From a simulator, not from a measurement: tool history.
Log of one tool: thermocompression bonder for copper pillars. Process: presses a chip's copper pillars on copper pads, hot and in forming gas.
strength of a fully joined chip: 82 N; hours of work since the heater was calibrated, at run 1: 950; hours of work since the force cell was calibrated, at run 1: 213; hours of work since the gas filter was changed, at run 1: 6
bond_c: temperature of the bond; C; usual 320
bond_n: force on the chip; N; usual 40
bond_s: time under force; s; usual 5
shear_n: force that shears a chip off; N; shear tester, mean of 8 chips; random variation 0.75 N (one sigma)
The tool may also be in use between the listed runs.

run	hour	bond_c	bond_n	bond_s	hours of work since the heater was calibrated	hours of work since the force cell was calibrated	hours of work since the gas filter was changed	shear_n
1	0.0	320	40	5	950	213	6	56.9
2	9.9	295	40	5	958	221	13	49.9
3	17.0	295	40	5	963	226	19	49.2
4	28.4	320	40	5	972	234	27	57.1
5	42.0	320	40	5	982	245	37	57.2
6	52.8	320	40	5	990	253	45	56.4
7	62.8	320	40	5	997	260	53	56.9
8	74.4	320	40	4	1006	269	61	52.4
# hour 77.1: heater calibrated with a thermocouple chip
9	88.2	320	40	5	8	278	70	57.0
10	97.3	320	40	5	15	284	77	56.3
11	111.7	320	40	13	26	295	88	69.2
# hour 119.9: heater calibrated with a thermocouple chip, once more
12	119.9	291	40	5	0	300	92	42.7
13	129.5	291	40	5	7	307	99	42.8
14	139.7	320	40	3	15	314	107	44.6
15	152.6	320	40	3	24	324	117	44.0
# hour 160.8: forming gas filter changed
16	165.5	320	40	3	34	333	4	46.4
17	178.9	320	40	3	44	343	14	46.8
18	188.1	320	40	3	50	350	20	46.9
19	202.2	320	40	15	61	361	31	69.2
20	210.4	320	40	15	67	367	37	68.0
21	222.2	344	37	3	76	375	46	50.8
22	234.5	344	28	9	85	385	55	54.5
23	248.2	322	31	9	95	395	65	51.7
24	258.2	326	37	7	103	402	73	55.7
25	266.7	326	37	7	109	409	79	56.6
26	272.6	338	40	5	113	413	83	58.0
27	279.0	338	40	5	118	418	88	58.5
28	286.4	330	55	3	124	423	94	61.1
29	294.1	331	54	4	129	429	99	63.7
30	301.7	295	54	4	135	435	105	53.0
31	311.8	343	26	4	143	442	113	38.5
32	323.2	343	26	4	151	451	121	38.6
# hour 325.8: forming gas filter changed
33	332.3	343	26	4	157	457	5	39.9
34	345.0	320	37	3	167	467	14	43.8
35	358.5	320	37	3	177	477	24	43.0
36	371.1	320	37	3	186	486	34	43.6
37	377.1	343	43	5	191	490	38	62.4
38	384.4	314	40	5	196	496	44	50.6
39	397.1	314	40	5	206	505	53	50.5
40	403.3	314	40	5	210	510	58	51.9

Measured less the same run without the tool's hidden state. The same run-to-run variation is in both; the gauge's scatter may not be:
The hidden state here: true temperature of the bond over the reading, C; force that reaches the chip, % of what is set; oxide that the forming gas leaves, % of the face; drift of the gauge itself on shear_n, %.
run	shear_n
1	+2.1
2	+2.3
3	+2.2
4	+1.6
5	+1.3
6	+1.0
7	+0.8
8	+0.6
9	+1.6
10	+1.3
11	-0.4
12	-2.9
13	-3.1
14	-3.4
15	-3.6
16	-0.8
17	-1.0
18	-1.2
19	-1.7
20	-2.0
21	-2.0
22	-2.3
23	-2.5
24	-2.9
25	-3.1
26	-3.4
27	-3.5
28	-3.9
29	-4.1
30	-3.8
31	-3.1
32	-3.2
33	-0.8
34	-1.0
35	-1.1
36	-1.3
37	-1.9
38	-1.8
39	-2.1
40	-2.2
